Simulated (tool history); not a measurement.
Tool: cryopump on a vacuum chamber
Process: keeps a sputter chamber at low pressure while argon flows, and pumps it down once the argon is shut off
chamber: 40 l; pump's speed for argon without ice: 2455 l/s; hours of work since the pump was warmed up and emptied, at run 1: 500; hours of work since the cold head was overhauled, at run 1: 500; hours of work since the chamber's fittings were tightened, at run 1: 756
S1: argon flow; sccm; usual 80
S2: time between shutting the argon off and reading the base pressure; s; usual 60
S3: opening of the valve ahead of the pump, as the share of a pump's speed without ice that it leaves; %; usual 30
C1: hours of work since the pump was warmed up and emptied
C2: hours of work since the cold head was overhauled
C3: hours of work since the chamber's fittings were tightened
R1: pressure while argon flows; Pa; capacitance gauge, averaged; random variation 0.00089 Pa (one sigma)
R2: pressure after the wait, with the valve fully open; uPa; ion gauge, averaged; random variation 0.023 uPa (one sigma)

Run 1, hour 0.0: usual settings; C1 500; C2 500; C3 756. Result: R1 0.1994 Pa, R2 2.10 uPa.
Run 2, hour 12.1: usual settings but S3 59 %; C1 510; C2 510; C3 767. Result: R1 0.1106 Pa, R2 2.12 uPa.
Run 3, hour 20.7: usual settings but S1 49 sccm; C1 518; C2 518; C3 775. Result: R1 0.1235 Pa, R2 2.09 uPa.
Run 4, hour 36.2: usual settings but S1 126 sccm; C1 532; C2 532; C3 788. Result: R1 0.3179 Pa, R2 2.18 uPa.
Run 5, hour 44.2: usual settings but S1 126 sccm; C1 539; C2 539; C3 795. Result: R1 0.3200 Pa, R2 2.16 uPa.
Run 6, hour 56.2: usual settings but S1 126 sccm; C1 549; C2 549; C3 806. Result: R1 0.3221 Pa, R2 2.17 uPa.
At hour 62.2: pump warmed up, emptied and cooled again.
Run 7, hour 78.5: usual settings but S1 126 sccm; C1 14; C2 565; C3 821. Result: R1 0.2905 Pa, R2 1.84 uPa.
Run 8, hour 89.2: usual settings but S2 87 s; C1 24; C2 574; C3 831. Result: R1 0.1850 Pa, R2 1.74 uPa.
Run 9, hour 99.7: usual settings but S2 87 s; C1 33; C2 584; C3 840. Result: R1 0.1856 Pa, R2 1.71 uPa.
Run 10, hour 110.0: usual settings but S2 87 s; C1 42; C2 593; C3 849. Result: R1 0.1858 Pa, R2 1.71 uPa.
Run 11, hour 123.2: usual settings but S2 87 s; C1 54; C2 604; C3 861. Result: R1 0.1850 Pa, R2 1.75 uPa.
Run 12, hour 139.6: usual settings but S1 66 sccm, S2 23 s; C1 69; C2 619; C3 876. Result: R1 0.1533 Pa, R2 2.88 uPa.
Run 13, hour 158.3: usual settings but S1 48 sccm, S2 21 s, S3 57 %; C1 85; C2 636; C3 892. Result: R1 0.0607 Pa, R2 3.05 uPa.
Run 14, hour 174.1: usual settings but S1 48 sccm, S2 21 s, S3 57 %; C1 99; C2 650; C3 906. Result: R1 0.0606 Pa, R2 3.05 uPa.
Run 15, hour 191.4: usual settings but S1 48 sccm, S2 21 s, S3 57 %; C1 115; C2 665; C3 921. Result: R1 0.0609 Pa, R2 3.07 uPa.
Run 16, hour 205.2: usual settings but S1 48 sccm, S2 21 s, S3 57 %; C1 127; C2 677; C3 934. Result: R1 0.0609 Pa, R2 3.11 uPa.
Run 17, hour 217.3: usual settings but S1 35 sccm, S2 156 s, S3 59 %; C1 138; C2 688; C3 944. Result: R1 0.0423 Pa, R2 1.71 uPa.
Run 18, hour 230.6: usual settings but S1 83 sccm, S2 132 s; C1 149; C2 700; C3 956. Result: R1 0.1975 Pa, R2 1.82 uPa.
Run 19, hour 249.3: usual settings but S1 46 sccm; C1 166; C2 716; C3 973. Result: R1 0.1092 Pa, R2 2.10 uPa.
Run 20, hour 269.1: usual settings but S1 38 sccm, S2 127 s, S3 42 %; C1 183; C2 734; C3 990. Result: R1 0.0644 Pa, R2 1.86 uPa.
Run 21, hour 284.0: usual settings but S1 38 sccm, S2 251 s, S3 42 %; C1 197; C2 747; C3 1004. Result: R1 0.0651 Pa, R2 1.74 uPa.
Run 22, hour 296.9: usual settings but S1 123 sccm, S2 202 s, S3 47 %; C1 208; C2 758; C3 1015. Result: R1 0.1909 Pa, R2 1.89 uPa.

Forecast each of these 5 alternatives for the next run:
At hour 302.4: leaking fittings of the chamber tightened, without venting.
Run A, hour 316.9: usual settings but S1 123 sccm, S2 172 s, S3 47 %; C1 224; C2 774; C3 13. Result: R1 ?, R2 ?.
At hour 302.4: leaking fittings of the chamber tightened, without venting.
Run B, hour 316.9: usual settings but S1 44 sccm, S2 86 s, S3 46 %; C1 224; C2 774; C3 13. Result: R1 ?, R2 ?.
At hour 302.4: leaking fittings of the chamber tightened, without venting.
Run C, hour 316.9: usual settings but S1 99 sccm, S2 202 s, S3 35 %; C1 224; C2 774; C3 13. Result: R1 ?, R2 ?.
At hour 302.4: leaking fittings of the chamber tightened, without venting.
Run D, hour 316.9: usual settings but S1 96 sccm, S2 147 s, S3 15 %; C1 224; C2 774; C3 13. Result: R1 ?, R2 ?.
At hour 302.4: leaking fittings of the chamber tightened, without venting.
Run E, hour 316.9: usual settings but S1 153 sccm, S2 69 s, S3 18 %; C1 224; C2 774; C3 13. Result: R1 ?, R2 ?.

run      R1    R2
  A  0.1915  0.35
  B  0.0700  0.59
  C  0.2043  0.39
  D  0.4518  0.41
  E  0.6050  0.65
Without the tool's hidden state the same runs would have given:
run      R1    R2
  A  0.1798  0.31
  B  0.0659  0.56
  C  0.1948  0.36
  D  0.4426  0.37
  E  0.5903  0.62
